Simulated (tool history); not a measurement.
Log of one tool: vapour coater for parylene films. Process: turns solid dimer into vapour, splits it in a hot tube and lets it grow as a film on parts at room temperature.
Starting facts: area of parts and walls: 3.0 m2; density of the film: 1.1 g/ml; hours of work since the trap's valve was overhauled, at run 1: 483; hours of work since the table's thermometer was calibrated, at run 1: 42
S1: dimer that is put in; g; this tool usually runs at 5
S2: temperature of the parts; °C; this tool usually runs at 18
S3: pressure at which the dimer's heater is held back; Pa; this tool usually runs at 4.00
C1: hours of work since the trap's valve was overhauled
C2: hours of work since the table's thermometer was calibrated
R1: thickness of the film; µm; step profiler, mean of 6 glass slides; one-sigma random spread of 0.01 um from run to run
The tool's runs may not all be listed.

run     day  S1  S2     S3   C1   C2    R1
  1   0.000   5  18   4.00  483   42  0.78
  2   0.842   5  18   4.00  499   57  0.76
  3   1.925   5  18   4.00  519   78  0.77
  4   2.679   5  18   4.00  533   92  0.75
  5   3.271   5  18   4.00  544  103  0.76
  6   4.142   5  18   4.00  561  119  0.78
  7   4.625   5  18   4.00  570  128  0.78
  8   5.588   5  18   2.77  588  146  0.79
  9   6.221   5  18   2.77  600  158  0.80
 10   7.171   5  15   8.95  617  176  0.78
 11   8.104   5  15   2.55  635  193  0.89
 12   8.771   8  17   4.72  647  206  1.24
      9.588  -- trap's valve overhauled
 13  10.075   4  15  10.37    9  227  0.69

Hidden condition of the tool, last listed run before each entry between runs versus first listed run after:
Run 12 -> run 13: trap's valve overhauled (day 9.588)
  vapour lost through the trap's worn valve, %: 9.2 -> 0.3
  measured result minus the result with no hidden state, R1: -0.13 -> +0.00 µm
